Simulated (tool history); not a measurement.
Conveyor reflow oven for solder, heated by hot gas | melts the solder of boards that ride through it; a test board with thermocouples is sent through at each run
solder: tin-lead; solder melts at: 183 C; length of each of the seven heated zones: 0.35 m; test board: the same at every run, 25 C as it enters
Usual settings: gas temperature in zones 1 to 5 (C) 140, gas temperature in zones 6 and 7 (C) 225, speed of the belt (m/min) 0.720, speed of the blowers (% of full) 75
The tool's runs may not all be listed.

| run | hour | gas temperature in zones 1 to 5 (C) | gas temperature in zones 6 and 7 (C) | speed of the belt (m/min) | speed of the blowers (% of full) | highest temperature of the board (C) | time above the solder's melting point (s) |
|---|---|---|---|---|---|---|---|
| 1 | 0.0 | 140 | 225 | 0.720 | 75 | 204.9 | 33.9 |
| 2 | 27.9 | 140 | 225 | 0.720 | 75 | 204.5 | 33.9 |
| 3 | 51.7 | 140 | 225 | 0.720 | 75 | 204.8 | 34.0 |
| 4 | 78.5 | 140 | 225 | 0.720 | 75 | 204.1 | 34.1 |
| 5 | 99.7 | 140 | 219 | 0.720 | 75 | 199.6 | 29.2 |
| 6 | 117.4 | 140 | 225 | 0.837 | 75 | 199.0 | 23.7 |
| 7 | 136.7 | 140 | 225 | 0.720 | 75 | 204.3 | 34.1 |
| 8 | 152.4 | 140 | 225 | 0.720 | 75 | 204.1 | 33.7 |
| 9 | 166.8 | 140 | 225 | 0.720 | 75 | 204.0 | 34.0 |
|  | 174.1 | flux residue cleaned out of gas plates and filters |
| 10 | 199.8 | 140 | 225 | 0.720 | 75 | 203.9 | 33.4 |
| 11 | 221.6 | 140 | 225 | 0.720 | 75 | 203.8 | 33.4 |
| 12 | 243.7 | 140 | 225 | 0.720 | 75 | 204.0 | 33.5 |
|  | 260.2 | flux residue cleaned out of gas plates and filters, once more |
| 13 | 260.4 | 140 | 225 | 0.720 | 75 | 206.1 | 35.9 |
| 14 | 285.0 | 140 | 225 | 0.720 | 75 | 205.7 | 35.7 |
| 15 | 302.4 | 140 | 225 | 0.720 | 75 | 205.7 | 35.5 |
| 16 | 320.3 | 140 | 225 | 0.720 | 75 | 205.7 | 36.1 |
| 17 | 346.7 | 140 | 225 | 0.720 | 75 | 205.5 | 36.0 |
| 18 | 371.4 | 140 | 234 | 0.720 | 66 | 210.4 | 39.0 |
| 19 | 385.8 | 140 | 227 | 0.720 | 52 | 199.6 | 27.6 |
| 20 | 407.2 | 140 | 227 | 0.720 | 52 | 199.8 | 27.5 |
| 21 | 436.0 | 140 | 227 | 0.720 | 52 | 199.1 | 27.3 |
| 22 | 461.3 | 140 | 219 | 0.720 | 57 | 195.0 | 22.9 |
| 23 | 478.6 | 140 | 219 | 0.720 | 57 | 195.3 | 23.0 |
| 24 | 495.8 | 144 | 219 | 0.686 | 57 | 197.9 | 29.2 |
| 25 | 521.7 | 144 | 219 | 0.686 | 57 | 197.7 | 28.9 |
| 26 | 537.9 | 151 | 220 | 0.587 | 51 | 202.8 | 44.8 |
| 27 | 553.4 | 151 | 234 | 0.830 | 68 | 208.2 | 34.2 |
| 28 | 575.0 | 140 | 225 | 0.720 | 89 | 208.7 | 38.6 |
| 29 | 597.4 | 140 | 221 | 0.664 | 76 | 204.6 | 38.7 |
| 30 | 611.6 | 140 | 221 | 0.664 | 76 | 204.6 | 38.2 |

The same runs without the tool's hidden state, with the same run-to-run variation:
The hidden state here: heat that the gas passes to the board, % of a clean oven's; belt's true speed, % of the reading; true gas temperature in zones 6 and 7 over the reading, C; drift of the gauge itself on peak_c, C; drift of the gauge itself on liquid_s, %.
| run | highest temperature of the board (C) | time above the solder's melting point (s) |
|---|---|---|
| 1 | 207.1 | 36.1 |
| 2 | 206.7 | 36.2 |
| 3 | 207.1 | 36.3 |
| 4 | 206.5 | 36.5 |
| 5 | 202.0 | 32.0 |
| 6 | 201.7 | 26.5 |
| 7 | 206.8 | 36.6 |
| 8 | 206.7 | 36.2 |
| 9 | 206.6 | 36.6 |
| 10 | 206.9 | 36.4 |
| 11 | 206.8 | 36.4 |
| 12 | 207.0 | 36.6 |
| 13 | 206.9 | 36.4 |
| 14 | 206.5 | 36.3 |
| 15 | 206.7 | 36.1 |
| 16 | 206.7 | 36.7 |
| 17 | 206.5 | 36.7 |
| 18 | 211.4 | 39.7 |
| 19 | 200.6 | 28.5 |
| 20 | 200.8 | 28.5 |
| 21 | 200.2 | 28.4 |
| 22 | 196.2 | 24.3 |
| 23 | 196.5 | 24.4 |
| 24 | 199.1 | 30.6 |
| 25 | 199.0 | 30.3 |
| 26 | 204.0 | 46.0 |
| 27 | 209.7 | 35.2 |
| 28 | 210.3 | 39.7 |
| 29 | 206.2 | 40.1 |
| 30 | 206.2 | 39.6 |
